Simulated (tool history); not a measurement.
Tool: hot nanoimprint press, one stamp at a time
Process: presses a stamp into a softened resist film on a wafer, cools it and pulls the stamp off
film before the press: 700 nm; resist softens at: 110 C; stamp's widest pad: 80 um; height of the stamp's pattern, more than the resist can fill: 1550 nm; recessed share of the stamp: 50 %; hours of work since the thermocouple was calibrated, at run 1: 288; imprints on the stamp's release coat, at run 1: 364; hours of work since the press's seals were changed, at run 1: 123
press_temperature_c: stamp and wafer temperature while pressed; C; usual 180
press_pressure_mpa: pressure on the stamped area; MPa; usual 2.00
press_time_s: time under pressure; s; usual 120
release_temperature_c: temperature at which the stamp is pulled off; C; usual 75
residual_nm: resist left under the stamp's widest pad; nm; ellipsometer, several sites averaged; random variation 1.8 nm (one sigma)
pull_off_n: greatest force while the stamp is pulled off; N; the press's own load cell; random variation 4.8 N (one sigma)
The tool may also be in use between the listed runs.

| run | hour | press_temperature_c | press_pressure_mpa | press_time_s | release_temperature_c | hours of work since the thermocouple was calibrated | imprints on the stamp's release coat | hours of work since the press's seals were changed | residual_nm | pull_off_n |
|---|---|---|---|---|---|---|---|---|---|---|
| 1 | 0.0 | 180 | 2.00 | 120 | 75 | 288 | 364 | 123 | 283.9 | 262 |
| 2 | 5.7 | 180 | 2.00 | 120 | 75 | 291 | 377 | 126 | 283.7 | 252 |
| 3 | 15.1 | 180 | 2.00 | 195 | 75 | 297 | 399 | 132 | 237.0 | 261 |
| 4 | 21.3 | 180 | 2.00 | 120 | 62 | 301 | 414 | 136 | 283.9 | 272 |
| 5 | 26.7 | 180 | 2.00 | 120 | 62 | 304 | 426 | 139 | 283.9 | 284 |
| 6 | 37.0 | 180 | 2.00 | 120 | 62 | 310 | 450 | 145 | 280.1 | 293 |
| 7 | 42.4 | 180 | 2.00 | 120 | 75 | 313 | 463 | 148 | 285.5 | 258 |
| 8 | 51.4 | 180 | 2.00 | 120 | 75 | 319 | 484 | 153 | 284.7 | 269 |
| 9 | 60.6 | 180 | 2.00 | 120 | 75 | 324 | 506 | 159 | 282.0 | 263 |
| 10 | 70.0 | 180 | 2.00 | 120 | 75 | 329 | 527 | 164 | 281.7 | 266 |
| 11 | 80.3 | 180 | 2.00 | 148 | 75 | 336 | 552 | 170 | 259.8 | 279 |
| 12 | 91.7 | 180 | 2.00 | 120 | 75 | 342 | 578 | 177 | 282.9 | 269 |
| 13 | 100.6 | 180 | 2.00 | 120 | 70 | 348 | 599 | 182 | 279.4 | 278 |
|  | 104.6 | plate thermocouple calibrated |
| 14 | 110.5 | 180 | 2.00 | 120 | 70 | 3 | 615 | 187 | 280.0 | 281 |
| 15 | 122.6 | 180 | 2.04 | 120 | 70 | 11 | 643 | 194 | 274.9 | 277 |
| 16 | 135.1 | 176 | 2.04 | 120 | 80 | 18 | 672 | 201 | 325.4 | 266 |
| 17 | 141.5 | 176 | 2.04 | 120 | 80 | 22 | 687 | 205 | 324.5 | 266 |
| 18 | 150.5 | 176 | 2.04 | 120 | 80 | 27 | 708 | 210 | 326.3 | 269 |
| 19 | 161.1 | 176 | 2.04 | 120 | 80 | 33 | 733 | 216 | 322.3 | 268 |
|  | 174.7 | plate thermocouple calibrated, once more |
| 20 | 174.8 | 176 | 2.04 | 120 | 80 | 0 | 758 | 223 | 351.4 | 272 |
| 21 | 182.3 | 176 | 2.04 | 120 | 80 | 4 | 776 | 227 | 349.3 | 273 |
| 22 | 188.3 | 185 | 2.04 | 120 | 80 | 8 | 790 | 231 | 241.2 | 274 |
| 23 | 200.5 | 177 | 1.87 | 120 | 75 | 15 | 818 | 238 | 355.7 | 290 |
| 24 | 209.5 | 177 | 1.87 | 120 | 75 | 21 | 839 | 243 | 350.9 | 280 |
| 25 | 215.9 | 177 | 2.75 | 120 | 71 | 24 | 854 | 247 | 291.2 | 296 |
| 26 | 224.9 | 177 | 2.75 | 120 | 71 | 30 | 875 | 252 | 288.6 | 298 |
| 27 | 235.5 | 177 | 2.75 | 120 | 71 | 36 | 900 | 259 | 289.0 | 314 |

5 ways to go on from here, each from the tool as it stands after run 27. What would each give?
| A | 241.2 | 180 | 1.70 | 120 | 75 | 39 | 914 | 262 | ? | ? |
| B | 241.2 | 176 | 2.32 | 120 | 68 | 39 | 914 | 262 | ? | ? |
| C | 241.2 | 177 | 1.63 | 120 | 72 | 39 | 914 | 262 | ? | ? |
| D | 241.2 | 186 | 2.92 | 89 | 71 | 39 | 914 | 262 | ? | ? |
| E | 241.2 | 172 | 2.00 | 148 | 67 | 39 | 914 | 262 | ? | ? |

| run | residual_nm | pull_off_n |
|---|---|---|
| A | 321.9 | 297 |
| B | 329.7 | 296 |
| C | 376.2 | 295 |
| D | 213.1 | 289 |
| E | 391.5 | 315 |
Without the tool's hidden state the same runs would have given:
| run | residual_nm | pull_off_n |
|---|---|---|
| A | 317.6 | 241 |
| B | 324.3 | 240 |
| C | 371.5 | 239 |
| D | 208.8 | 234 |
| E | 386.0 | 256 |
